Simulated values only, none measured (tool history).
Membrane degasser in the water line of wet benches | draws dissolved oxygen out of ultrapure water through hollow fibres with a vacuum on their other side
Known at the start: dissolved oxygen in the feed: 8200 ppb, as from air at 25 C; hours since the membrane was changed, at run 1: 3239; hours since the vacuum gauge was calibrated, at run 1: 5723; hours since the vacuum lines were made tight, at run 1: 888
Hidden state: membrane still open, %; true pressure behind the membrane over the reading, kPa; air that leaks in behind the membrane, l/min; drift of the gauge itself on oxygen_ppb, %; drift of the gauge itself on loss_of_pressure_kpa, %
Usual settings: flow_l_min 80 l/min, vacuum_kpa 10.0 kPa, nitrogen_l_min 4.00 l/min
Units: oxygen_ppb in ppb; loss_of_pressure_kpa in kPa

run    hour  flow_l_min  vacuum_kpa  nitrogen_l_min  hours since the membrane was changed  hours since the vacuum gauge was calibrated  hours since the vacuum lines were made tight  oxygen_ppb  loss_of_pressure_kpa
  1     0.0          80        10.0            4.00                                  3239                                         5723                                           888       308.9                 70.45
  2   126.9          80        10.0            4.00                                  3366                                         5850                                          1014       313.4                 70.31
  3   185.2          80        10.0            4.00                                  3424                                         5908                                          1073       308.9                 70.41
  4   270.4          57        10.0            4.00                                  3510                                         5993                                          1158       228.1                 50.01
  5   350.9          57        10.0            4.00                                  3590                                         6074                                          1239       230.9                 50.49
  6   413.0          57        10.0            4.00                                  3652                                         6136                                          1301       227.4                 50.50
  7   485.9          73        10.0            4.00                                  3725                                         6209                                          1373       287.7                 64.47
  8   605.5          73        10.0            4.00                                  3845                                         6328                                          1493       287.1                 64.60
  9   700.9          80        10.0            4.00                                  3940                                         6424                                          1589       312.8                 70.23
 10   808.8          80        10.0            4.00                                  4048                                         6532                                          1696       312.7                 70.86
 11   914.9          80        10.0            4.00                                  4154                                         6638                                          1802       309.9                 70.87
 12  1027.2          80        10.0            4.00                                  4266                                         6750                                          1915       315.5                 71.15
 13  1102.5          80         9.5            4.00                                  4342                                         6825                                          1990       289.6                 71.18
 14  1216.1          80        10.0            4.00                                  4455                                         6939                                          2104       315.4                 71.33
 15  1351.3          80        10.0           11.79                                  4590                                         7074                                          2239       119.1                 71.27
 16  1467.0          80        10.0           11.79                                  4706                                         7190                                          2355       121.1                 71.46
 17  1593.6          80        10.0           11.79                                  4833                                         7316                                          2481       119.2                 71.28
 18  1697.4          78        20.2            4.00                                  4937                                         7420                                          2585       705.0                 70.23
 19  1774.4          78        20.2            4.00                                  5014                                         7497                                          2662       716.8                 70.16
     1783.2  -- vacuum gauge calibrated
 20  1866.2          78        20.2            4.00                                  5105                                           83                                          2753       722.9                 69.86
 21  1992.4          78        20.2            4.00                                  5231                                          209                                          2879       715.2                 70.27
 22  2109.0          69        11.6            6.50                                  5348                                          326                                          2996       223.2                 61.95
 23  2186.0         109        17.3            2.48                                  5425                                          403                                          3073      1139.6                 98.13
 24  2270.7          48        17.3            5.87                                  5509                                          487                                          3158       281.9                 43.34
 25  2364.7          57        14.4            2.62                                  5603                                          581                                          3252       536.0                 51.13
 26  2471.9          57        15.8            5.63                                  5711                                          689                                          3359       306.6                 51.02
     2485.4  -- vacuum gauge calibrated, once more
 27  2565.4          57        15.8            5.63                                  5804                                           80                                          3452       295.0                 51.69
 28  2655.3          57        15.8            5.63                                  5893                                          170                                          3542       298.7                 51.76
 29  2777.4          57        15.8            5.63                                  6016                                          292                                          3664       300.3                 51.70
 30  2848.8          57        15.8            5.63                                  6087                                          363                                          3735       299.9                 51.59
 31  2913.3          55        15.8            5.63                                  6152                                          428                                          3800       287.4                 50.03
 32  3005.6          95        15.9            4.00                                  6244                                          520                                          3892       635.6                 86.49

How the hidden state differs across the entries between the runs, from the last listed run before each to the first after it:
Between runs 19 and 20: vacuum gauge calibrated (hour 1783.2)
  membrane still open, %: 94.7 -> 94.6; true pressure behind the membrane over the reading, kPa: 0.42 -> 0.62; air that leaks in behind the membrane, l/min: 0.0149 -> 0.0154
  measured less the result without the state, oxygen_ppb: +18.8 -> +26.3 ppb; loss_of_pressure_kpa: +3.69 -> +3.74 kPa
Between runs 26 and 27: vacuum gauge calibrated, once more (hour 2485.4)
  membrane still open, %: 94 -> 93.9; true pressure behind the membrane over the reading, kPa: 0.65 -> 0.04; air that leaks in behind the membrane, l/min: 0.0182 -> 0.0187
  measured less the result without the state, oxygen_ppb: +16.6 -> +3.2 ppb; loss_of_pressure_kpa: +3.07 -> +3.16 kPa

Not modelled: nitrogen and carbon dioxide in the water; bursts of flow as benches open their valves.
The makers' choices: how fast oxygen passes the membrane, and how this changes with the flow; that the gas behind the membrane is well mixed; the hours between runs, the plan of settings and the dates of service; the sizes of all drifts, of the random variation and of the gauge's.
